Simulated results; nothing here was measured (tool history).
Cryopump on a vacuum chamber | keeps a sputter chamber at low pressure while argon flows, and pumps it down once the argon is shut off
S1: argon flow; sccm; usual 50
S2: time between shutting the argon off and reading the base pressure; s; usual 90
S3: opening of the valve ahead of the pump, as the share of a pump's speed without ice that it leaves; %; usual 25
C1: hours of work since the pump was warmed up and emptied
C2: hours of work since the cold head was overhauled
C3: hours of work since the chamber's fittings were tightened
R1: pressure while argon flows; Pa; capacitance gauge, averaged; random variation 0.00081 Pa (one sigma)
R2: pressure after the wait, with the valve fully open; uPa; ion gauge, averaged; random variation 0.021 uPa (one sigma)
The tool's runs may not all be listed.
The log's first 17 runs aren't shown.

run	hour	S1	S2	S3	C1	C2	C3	R1	R2
18	878.2	50	217	56	655	1426	2361	0.0829	1.29
19	918.1	22	139	45	672	1443	2378	0.0442	1.28
20	977.3	33	21	22	698	1469	2403	0.1293	2.46
21	1021.2	76	90	25	717	1488	2422	0.2630	1.46
# hour 1054.3: pump warmed up, emptied and cooled again
22	1066.9	76	90	25	5	1505	2440	0.2447	1.18
23	1122.7	76	88	15	30	1529	2464	0.4057	1.22
24	1171.6	50	115	25	51	1550	2485	0.1618	1.20
25	1202.9	50	115	25	64	1564	2499	0.1628	1.21

Forecast run 26:
26	1249.5	50	115	25	84	1584	2519	?	?

{"run 26": {"R1": 0.1623, "R2": 1.25}}
Without the tool's hidden state the same run would have given R1 0.1603 Pa, R2 0.40 uPa.

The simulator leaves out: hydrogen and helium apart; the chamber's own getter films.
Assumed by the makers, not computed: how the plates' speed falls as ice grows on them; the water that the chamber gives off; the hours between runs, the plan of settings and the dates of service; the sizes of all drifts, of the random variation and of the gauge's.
